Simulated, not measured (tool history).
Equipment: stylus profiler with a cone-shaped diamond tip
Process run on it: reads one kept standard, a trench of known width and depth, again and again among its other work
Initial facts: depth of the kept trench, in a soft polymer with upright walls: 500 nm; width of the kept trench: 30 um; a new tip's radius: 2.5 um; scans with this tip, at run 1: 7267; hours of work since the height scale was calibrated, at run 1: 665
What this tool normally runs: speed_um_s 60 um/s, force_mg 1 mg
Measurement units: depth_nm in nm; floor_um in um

run    hour  speed_um_s  force_mg  scans with this tip  hours of work since the height scale was calibrated  depth_nm  floor_um
  1       0          60         1                 7267                                                  665    503.19     26.66
  2   104.8          29         1                 8136                                                  744    503.08     26.84
  3   192.6          60         1                 8863                                                  811    503.38     26.64
  4   279.3          60         1                 9582                                                  877    503.33     26.68
  5     381          60         1                10426                                                  954    503.39     26.66
      443.2  -- new tip fitted, height scale calibrated
  6   467.5          16         1                  202                                                   18    503.05     26.93
  7   554.3          16         1                  920                                                   84    503.11      26.9
  8   641.8          16         1                 1646                                                  151    503.26      26.9
  9   746.1          21         1                 2511                                                  230    503.17     26.85
 10   851.3          21         1                 3384                                                  310    503.32     26.87
 11   904.4          21         1                 3824                                                  350    503.26     26.88
 12  1004.5         174       0.7                 4653                                                  426    502.52     25.91
 13    1111         176      0.71                 5536                                                  506    502.63     25.93
 14  1156.9         176      0.71                 5917                                                  541    502.58     25.91
 15  1260.2         109      0.66                 6773                                                  620    502.44     26.27
 16  1356.2          74      0.39                 7569                                                  692    501.94     26.39
 17  1416.6         151         1                 8070                                                  738    503.39     26.18
 18  1478.4         151      0.54                 8582                                                  785    502.39     25.95
 19  1568.9         222      1.14                 9332                                                  854    503.59     25.88

Results per run with the tool's hidden condition removed, run-to-run variation unchanged:
Hidden state present: radius of the tip, um; height scale over the true one, %; drift of the gauge itself on depth_nm, %; drift of the gauge itself on floor_um, %.
run  floor_um
  1     26.69
  2     26.87
  3     26.68
  4     26.72
  5      26.7
  6     26.93
  7     26.91
  8     26.91
  9     26.86
 10     26.88
 11      26.9
 12     25.93
 13     25.95
 14     25.94
 15      26.3
 16     26.41
 17     26.21
 18     25.98
 19     25.92
depth_nm: within 0.02 nm of the measured result in every run.
